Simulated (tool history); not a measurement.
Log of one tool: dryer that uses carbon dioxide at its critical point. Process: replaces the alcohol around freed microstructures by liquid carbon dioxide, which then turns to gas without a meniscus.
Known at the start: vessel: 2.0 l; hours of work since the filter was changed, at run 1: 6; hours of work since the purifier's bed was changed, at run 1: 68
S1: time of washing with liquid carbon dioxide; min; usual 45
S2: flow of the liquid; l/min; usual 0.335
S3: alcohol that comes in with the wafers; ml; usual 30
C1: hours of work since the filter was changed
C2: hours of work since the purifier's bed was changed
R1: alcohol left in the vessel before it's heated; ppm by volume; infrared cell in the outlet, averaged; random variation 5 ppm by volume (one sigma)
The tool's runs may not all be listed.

run,day,S1,S2,S3,C1,C2,R1
1,0,45,0.335,30,6,68,35
2,0.504,45,0.335,30,10,72,41
3,1.05,45,0.335,30,15,77,48
4,1.517,45,0.335,30,19,81,47
5,1.962,45,0.335,30,22,84,40
6,2.325,45,0.335,30,25,87,51
7,2.95,45,0.335,30,30,92,51
8,3.633,45,0.335,30,36,98,57
9,4.021,45,0.335,30,39,101,59
10,4.375,45,0.335,30,42,104,60
11,5.079,45,0.335,30,47,109,55
12,5.538,45,0.335,30,51,113,66
13,5.838,55,0.275,37,54,116,65
14,6.125,51,0.275,37,56,118,81
15,6.792,51,0.275,37,61,123,79
16,7.2,51,0.275,37,65,127,91
17,7.629,51,0.411,28,68,130,49
18,8.179,51,0.411,28,73,135,45
19,8.767,29,0.278,74,77,139,1340
20,9.325,29,0.278,74,82,144,1306
21,10.025,29,0.278,74,88,150,1286
22,10.346,41,0.395,28,90,152,61
23,10.879,57,0.335,30,95,156,51
24,11.512,57,0.335,30,100,162,50

5 ways to go on from here, each from the tool as it stands after run 24. What would each give?
A,12.021,41,0.524,28,104,166,?
B,12.021,47,0.334,46,104,166,?
C,12.021,45,0.399,94,104,166,?
D,12.021,28,0.335,65,104,166,?
E,12.021,57,0.218,30,104,166,?

run,R1
A,42
B,88
C,71
D,699
E,135
Without the tool's hidden state the same runs would have given:
run,R1
A,0
B,37
C,20
D,552
E,73
